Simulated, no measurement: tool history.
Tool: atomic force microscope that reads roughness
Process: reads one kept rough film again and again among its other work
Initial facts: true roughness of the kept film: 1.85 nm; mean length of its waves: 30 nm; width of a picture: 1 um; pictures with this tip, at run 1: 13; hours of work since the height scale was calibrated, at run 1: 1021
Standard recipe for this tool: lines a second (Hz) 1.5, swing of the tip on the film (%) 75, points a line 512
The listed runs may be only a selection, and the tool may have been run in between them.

run   hour  lines a second (Hz)  swing of the tip on the film (%)  points a line  pictures with this tip  hours of work since the height scale was calibrated  roughness of the kept film (nm (root mean square))
  1      0                  1.5                                75            512                      13                                                 1021                                               1.551
  2   47.6                  1.5                                75            512                      47                                                 1041                                                1.55
     113.4  -- new tip fitted
  3  113.4                  1.5                                75            512                       0                                                 1067                                               1.552
  4  175.4                  1.5                                75            512                      43                                                 1093                                               1.556
  5  225.7                  1.5                                75            512                      78                                                 1113                                               1.528
     243.6  -- new tip fitted
  6  264.8                  1.5                                75            512                      15                                                 1129                                               1.543
  7  308.3                  1.5                                84            512                      46                                                 1147                                               1.467
     373.4  -- new tip fitted
  8  373.4                  1.5                                84            512                       0                                                 1174                                               1.482
  9  427.8                 3.01                                90            338                      38                                                 1196                                                1.19
 10  486.6                 3.06                                82            412                      79                                                 1220                                               1.306
     502.5  -- new tip fitted
 11  517.2                  1.5                                83            586                      11                                                 1232                                               1.483
 12    590                 1.23                                60            821                      62                                                 1262                                               1.646
     630.6  -- new tip fitted
 13  635.4                 1.23                                60            821                       3                                                 1280                                               1.654
 14  673.7                 0.58                                78            821                      30                                                 1296                                               1.629
 15  714.1                 0.58                                78            821                      58                                                 1313                                               1.633

Each row is a separate what-if for the run after 15, all from the same tool condition, not one after another. Results?
     759.2  -- new tip fitted
  A  768.1                 1.99                                75            392                       6                                                 1335                                                   ?
     759.2  -- new tip fitted
  B  768.1                 0.58                                89            472                       6                                                 1335                                                   ?
     759.2  -- new tip fitted
  C  768.1                  1.5                                71            987                       6                                                 1335                                                   ?
     759.2  -- new tip fitted
  D  768.1                 0.58                                78            879                       6                                                 1335                                                   ?

run  roughness of the kept film (nm (root mean square))
  A                                               1.489
  B                                               1.575
  C                                               1.589
  D                                               1.627
Stripped of hidden state, with their random variation kept, the same runs would have yielded:
run  roughness of the kept film (nm (root mean square))
  A                                                1.49
  B                                               1.575
  C                                                1.59
  D                                               1.628

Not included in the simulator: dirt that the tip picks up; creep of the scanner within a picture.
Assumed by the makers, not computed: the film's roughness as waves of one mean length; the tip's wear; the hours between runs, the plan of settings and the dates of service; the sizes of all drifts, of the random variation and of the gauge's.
